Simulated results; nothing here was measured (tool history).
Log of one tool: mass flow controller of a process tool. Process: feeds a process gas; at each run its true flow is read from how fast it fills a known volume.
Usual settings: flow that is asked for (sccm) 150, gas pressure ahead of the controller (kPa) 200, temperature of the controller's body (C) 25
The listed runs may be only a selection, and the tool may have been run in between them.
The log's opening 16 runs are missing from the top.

run,hour,flow that is asked for (sccm),gas pressure ahead of the controller (kPa),temperature of the controller's body (C),hours of work since the controller was set to zero,hours of work since the controller was changed,true flow (%)
17,999.6,150,200,25,2320,2320,98.62
18,1071.9,150,163,25,2366,2366,98.16
19,1146.9,150,163,25,2412,2412,98.17
20,1204.4,150,163,25,2448,2448,97.89
21,1253,150,200,25,2479,2479,97.91
22,1326.7,81,200,33,2525,2525,97.73
23,1399,472,200,33,2570,2570,98.49
24,1440.9,472,200,33,2596,2596,98.47
25,1499.4,92,180,25,2633,2633,97.08
26,1569.4,66,218,27,2677,2677,97.09
27,1644.8,51,198,32,2724,2724,96.83
28,1683.3,51,146,27,2748,2748,96.53
29,1745.8,91,142,29,2787,2787,96.42
30,1800.3,91,197,29,2821,2821,96.39
31,1836.2,91,197,29,2843,2843,96.42
32,1870.9,91,197,29,2865,2865,96.2
33,1914.8,91,197,29,2893,2893,96.25
34,1970.5,150,262,25,2927,2927,96.32
35,2025.3,468,243,25,2962,2962,96.8
36,2088,57,200,29,3001,3001,95.64
37,2160.6,199,154,29,3046,3046,95.44
38,2238.2,199,154,29,3095,3095,95.55
39,2311.7,216,190,37,3141,3141,95.61
# hour 2335.5: gauge calibrated
40,2388.4,216,190,37,3189,3189,99.56
41,2442.3,58,189,33,3222,3222,98.87

Here are 3 independent what-if runs from the current tool condition. What would each one return?
A,2480.6,222,221,34,3246,3246,?
B,2480.6,184,189,21,3246,3246,?
C,2480.6,56,200,38,3246,3246,?

run,true flow (%)
A,99.1
B,98.78
C,98.84
Had the tool no hidden state, the same runs would have come out as:
run,true flow (%)
A,99.47
B,99.14
C,99.18
